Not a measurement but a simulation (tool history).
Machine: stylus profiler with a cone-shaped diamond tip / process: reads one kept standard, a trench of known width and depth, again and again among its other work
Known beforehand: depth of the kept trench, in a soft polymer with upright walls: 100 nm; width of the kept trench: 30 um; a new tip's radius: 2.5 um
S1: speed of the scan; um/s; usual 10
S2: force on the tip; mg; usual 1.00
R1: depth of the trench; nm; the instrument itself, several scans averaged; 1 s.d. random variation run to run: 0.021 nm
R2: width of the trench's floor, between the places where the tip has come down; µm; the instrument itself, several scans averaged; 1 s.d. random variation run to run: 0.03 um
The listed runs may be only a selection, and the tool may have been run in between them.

run	day	S1	S2	R1	R2
1	0.000	10	1.00	100.38	28.18
2	2.575	10	0.82	100.35	28.12
3	5.008	10	0.82	100.33	28.07
4	7.146	10	1.58	100.49	28.18
5	9.533	10	1.58	100.49	28.13
6	11.896	10	1.58	100.48	28.08
7	15.917	10	1.58	100.46	28.08
8	20.008	4	1.00	100.28	28.11
9	24.046	4	1.00	100.28	28.09
10	26.854	4	1.00	100.25	28.04
11	30.479	4	1.00	100.28	28.01
12	32.442	4	2.68	100.62	28.09
13	36.379	10	1.00	100.23	27.96
14	38.788	10	1.00	100.24	27.99
15	41.075	10	1.00	100.24	28.03
16	43.458	10	1.00	100.22	28.01
17	45.129	10	1.00	100.20	27.93
18	48.538	10	0.50	100.06	27.93
19	52.171	9	0.50	100.06	27.90
20	54.483	13	0.50	100.09	27.87
21	58.229	31	1.00	100.15	27.72
22	61.271	10	0.35	99.99	27.80
23	63.142	10	0.35	99.99	27.88
24	65.683	10	0.35	99.95	27.82
# day 67.292: height scale calibrated on a step standard
25	68.292	10	0.35	99.82	27.82
26	72.096	10	0.35	99.80	27.82
# day 72.958: height scale calibrated on a step standard, once more
27	74.842	6	1.82	100.59	27.92
28	76.604	22	1.00	100.35	27.76
29	78.971	22	1.00	100.35	27.73
30	81.675	15	0.49	100.18	27.77
31	84.712	2	0.48	100.19	27.83
32	86.683	2	0.48	100.18	27.81
33	89.279	2	0.48	100.19	27.86
34	92.938	2	0.48	100.13	27.81
35	96.712	10	0.68	100.17	27.76
36	99.162	10	1.66	100.45	27.79
37	101.071	10	1.66	100.44	27.83
38	104.625	12	0.90	100.19	27.74
39	106.312	12	0.90	100.23	27.74
40	109.121	11	0.73	100.20	27.77
41	112.812	11	0.73	100.17	27.67
42	116.167	11	0.73	100.14	27.73
43	118.362	11	0.73	100.13	27.68
44	122.104	17	0.62	100.08	27.57
45	126.100	5	2.33	100.47	27.76

Branching from run 45: 5 alternative next runs. What would each branch give?
A	127.817	20	2.20	?	?
B	127.817	5	2.03	?	?
C	127.817	11	1.00	?	?
D	127.817	4	1.00	?	?
E	127.817	22	2.33	?	?

run	R1	R2
A	100.40	27.67
B	100.38	27.67
C	100.16	27.67
D	100.17	27.67
E	100.46	27.61
Stripped of hidden state, with their random variation kept, the same runs would have yielded:
run	R1	R2
A	100.62	28.51
B	100.60	28.51
C	100.38	28.51
D	100.39	28.51
E	100.68	28.45

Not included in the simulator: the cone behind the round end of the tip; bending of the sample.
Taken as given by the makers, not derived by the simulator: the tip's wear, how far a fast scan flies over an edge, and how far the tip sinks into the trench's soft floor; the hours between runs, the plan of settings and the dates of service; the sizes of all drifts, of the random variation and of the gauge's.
